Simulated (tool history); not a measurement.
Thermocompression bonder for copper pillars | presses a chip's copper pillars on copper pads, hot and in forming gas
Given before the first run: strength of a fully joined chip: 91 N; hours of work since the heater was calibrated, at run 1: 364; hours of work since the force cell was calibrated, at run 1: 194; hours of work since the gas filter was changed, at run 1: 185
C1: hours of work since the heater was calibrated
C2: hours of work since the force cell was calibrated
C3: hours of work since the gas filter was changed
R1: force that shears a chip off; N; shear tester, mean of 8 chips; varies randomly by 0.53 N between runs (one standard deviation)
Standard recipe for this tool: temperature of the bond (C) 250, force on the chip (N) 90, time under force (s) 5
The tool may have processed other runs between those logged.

{"run": 1, "hour": 0.0, "temperature of the bond (C)": 250, "force on the chip (N)": 90, "time under force (s)": 5, "C1": 364, "C2": 194, "C3": 185, "R1": 34.2}
{"run": 2, "hour": 10.6, "temperature of the bond (C)": 250, "force on the chip (N)": 90, "time under force (s)": 5, "C1": 369, "C2": 198, "C3": 189, "R1": 35.7}
{"run": 3, "hour": 19.3, "temperature of the bond (C)": 250, "force on the chip (N)": 90, "time under force (s)": 5, "C1": 372, "C2": 202, "C3": 192, "R1": 34.6}
{"run": 4, "hour": 30.0, "temperature of the bond (C)": 250, "force on the chip (N)": 90, "time under force (s)": 5, "C1": 377, "C2": 206, "C3": 197, "R1": 35.3}
{"run": 5, "hour": 39.9, "temperature of the bond (C)": 250, "force on the chip (N)": 122, "time under force (s)": 5, "C1": 381, "C2": 210, "C3": 201, "R1": 44.2}
{"run": 6, "hour": 47.8, "temperature of the bond (C)": 250, "force on the chip (N)": 122, "time under force (s)": 5, "C1": 384, "C2": 213, "C3": 204, "R1": 43.5}
{"run": 7, "hour": 58.3, "temperature of the bond (C)": 250, "force on the chip (N)": 122, "time under force (s)": 5, "C1": 388, "C2": 218, "C3": 208, "R1": 44.6}
{"run": 8, "hour": 63.6, "temperature of the bond (C)": 250, "force on the chip (N)": 104, "time under force (s)": 5, "C1": 390, "C2": 220, "C3": 211, "R1": 38.9}
{"run": 9, "hour": 74.5, "temperature of the bond (C)": 250, "force on the chip (N)": 90, "time under force (s)": 5, "C1": 395, "C2": 224, "C3": 215, "R1": 35.7}
{"run": 10, "hour": 81.1, "temperature of the bond (C)": 250, "force on the chip (N)": 92, "time under force (s)": 5, "C1": 397, "C2": 227, "C3": 218, "R1": 35.7}
{"run": 11, "hour": 87.3, "temperature of the bond (C)": 250, "force on the chip (N)": 92, "time under force (s)": 5, "C1": 400, "C2": 229, "C3": 220, "R1": 36.8}
{"run": 12, "hour": 95.1, "temperature of the bond (C)": 250, "force on the chip (N)": 92, "time under force (s)": 5, "C1": 403, "C2": 233, "C3": 223, "R1": 34.8}
{"run": 13, "hour": 106.7, "temperature of the bond (C)": 250, "force on the chip (N)": 90, "time under force (s)": 9, "C1": 408, "C2": 237, "C3": 228, "R1": 42.7}
{"run": 14, "hour": 117.8, "temperature of the bond (C)": 250, "force on the chip (N)": 90, "time under force (s)": 9, "C1": 412, "C2": 242, "C3": 233, "R1": 43.3}
{"hour": 120.0, "done": "force cell calibrated"}
{"run": 15, "hour": 124.8, "temperature of the bond (C)": 250, "force on the chip (N)": 124, "time under force (s)": 5, "C1": 415, "C2": 2, "C3": 235, "R1": 43.8}
{"run": 16, "hour": 134.1, "temperature of the bond (C)": 250, "force on the chip (N)": 124, "time under force (s)": 5, "C1": 418, "C2": 6, "C3": 239, "R1": 45.1}
{"hour": 139.7, "done": "force cell calibrated, once more"}
{"run": 17, "hour": 141.7, "temperature of the bond (C)": 250, "force on the chip (N)": 124, "time under force (s)": 5, "C1": 421, "C2": 1, "C3": 241, "R1": 44.2}
{"run": 18, "hour": 148.7, "temperature of the bond (C)": 250, "force on the chip (N)": 124, "time under force (s)": 5, "C1": 424, "C2": 4, "C3": 244, "R1": 43.6}
{"run": 19, "hour": 160.3, "temperature of the bond (C)": 250, "force on the chip (N)": 124, "time under force (s)": 5, "C1": 429, "C2": 8, "C3": 249, "R1": 43.2}
{"run": 20, "hour": 171.9, "temperature of the bond (C)": 250, "force on the chip (N)": 90, "time under force (s)": 5, "C1": 433, "C2": 13, "C3": 254, "R1": 34.3}
{"run": 21, "hour": 178.3, "temperature of the bond (C)": 250, "force on the chip (N)": 117, "time under force (s)": 5, "C1": 436, "C2": 16, "C3": 256, "R1": 40.8}
{"run": 22, "hour": 187.3, "temperature of the bond (C)": 250, "force on the chip (N)": 117, "time under force (s)": 5, "C1": 440, "C2": 19, "C3": 260, "R1": 42.7}
{"run": 23, "hour": 194.7, "temperature of the bond (C)": 250, "force on the chip (N)": 92, "time under force (s)": 12, "C1": 443, "C2": 22, "C3": 263, "R1": 47.4}
{"run": 24, "hour": 202.5, "temperature of the bond (C)": 250, "force on the chip (N)": 92, "time under force (s)": 12, "C1": 446, "C2": 26, "C3": 266, "R1": 46.6}
{"run": 25, "hour": 211.6, "temperature of the bond (C)": 250, "force on the chip (N)": 92, "time under force (s)": 12, "C1": 450, "C2": 29, "C3": 270, "R1": 47.3}
{"run": 26, "hour": 220.3, "temperature of the bond (C)": 250, "force on the chip (N)": 120, "time under force (s)": 12, "C1": 453, "C2": 33, "C3": 273, "R1": 55.9}
{"run": 27, "hour": 226.6, "temperature of the bond (C)": 250, "force on the chip (N)": 120, "time under force (s)": 12, "C1": 456, "C2": 35, "C3": 276, "R1": 56.7}
{"run": 28, "hour": 232.5, "temperature of the bond (C)": 252, "force on the chip (N)": 122, "time under force (s)": 6, "C1": 458, "C2": 38, "C3": 278, "R1": 46.9}
{"run": 29, "hour": 242.1, "temperature of the bond (C)": 264, "force on the chip (N)": 63, "time under force (s)": 7, "C1": 462, "C2": 42, "C3": 282, "R1": 35.7}
{"run": 30, "hour": 249.2, "temperature of the bond (C)": 277, "force on the chip (N)": 59, "time under force (s)": 9, "C1": 465, "C2": 45, "C3": 285, "R1": 43.8}
{"run": 31, "hour": 260.6, "temperature of the bond (C)": 250, "force on the chip (N)": 92, "time under force (s)": 3, "C1": 470, "C2": 49, "C3": 290, "R1": 27.6}
{"run": 32, "hour": 272.2, "temperature of the bond (C)": 250, "force on the chip (N)": 92, "time under force (s)": 3, "C1": 474, "C2": 54, "C3": 294, "R1": 28.0}
{"run": 33, "hour": 283.6, "temperature of the bond (C)": 256, "force on the chip (N)": 95, "time under force (s)": 11, "C1": 479, "C2": 59, "C3": 299, "R1": 50.0}
{"run": 34, "hour": 293.8, "temperature of the bond (C)": 279, "force on the chip (N)": 109, "time under force (s)": 3, "C1": 483, "C2": 63, "C3": 303, "R1": 46.2}
{"run": 35, "hour": 303.5, "temperature of the bond (C)": 242, "force on the chip (N)": 117, "time under force (s)": 5, "C1": 487, "C2": 67, "C3": 307, "R1": 36.4}
{"run": 36, "hour": 310.6, "temperature of the bond (C)": 265, "force on the chip (N)": 101, "time under force (s)": 5, "C1": 490, "C2": 70, "C3": 310, "R1": 44.5}
{"run": 37, "hour": 321.5, "temperature of the bond (C)": 265, "force on the chip (N)": 101, "time under force (s)": 5, "C1": 494, "C2": 74, "C3": 315, "R1": 44.5}
{"run": 38, "hour": 333.7, "temperature of the bond (C)": 252, "force on the chip (N)": 75, "time under force (s)": 4, "C1": 499, "C2": 79, "C3": 320, "R1": 26.1}
{"run": 39, "hour": 344.8, "temperature of the bond (C)": 252, "force on the chip (N)": 75, "time under force (s)": 4, "C1": 504, "C2": 84, "C3": 324, "R1": 26.6}

Here are 5 independent what-if runs from the current tool condition. What would each one return?
{"run": "A", "hour": 357.3, "temperature of the bond (C)": 236, "force on the chip (N)": 88, "time under force (s)": 5, "C1": 509, "C2": 89, "C3": 329, "R1": "?"}
{"run": "B", "hour": 357.3, "temperature of the bond (C)": 276, "force on the chip (N)": 92, "time under force (s)": 8, "C1": 509, "C2": 89, "C3": 329, "R1": "?"}
{"run": "C", "hour": 357.3, "temperature of the bond (C)": 252, "force on the chip (N)": 96, "time under force (s)": 3, "C1": 509, "C2": 89, "C3": 329, "R1": "?"}
{"run": "D", "hour": 357.3, "temperature of the bond (C)": 254, "force on the chip (N)": 117, "time under force (s)": 9, "C1": 509, "C2": 89, "C3": 329, "R1": "?"}
{"run": "E", "hour": 357.3, "temperature of the bond (C)": 262, "force on the chip (N)": 97, "time under force (s)": 5, "C1": 509, "C2": 89, "C3": 329, "R1": "?"}

run=A R1=26.6
run=B R1=53.8
run=C R1=29.3
run=D R1=51.2
run=E R1=41.3
Without the tool's unlogged condition, the same runs would have read:
run=A R1=31.9
run=B R1=61.8
run=C R1=34.9
run=D R1=59.5
run=E R1=48.4

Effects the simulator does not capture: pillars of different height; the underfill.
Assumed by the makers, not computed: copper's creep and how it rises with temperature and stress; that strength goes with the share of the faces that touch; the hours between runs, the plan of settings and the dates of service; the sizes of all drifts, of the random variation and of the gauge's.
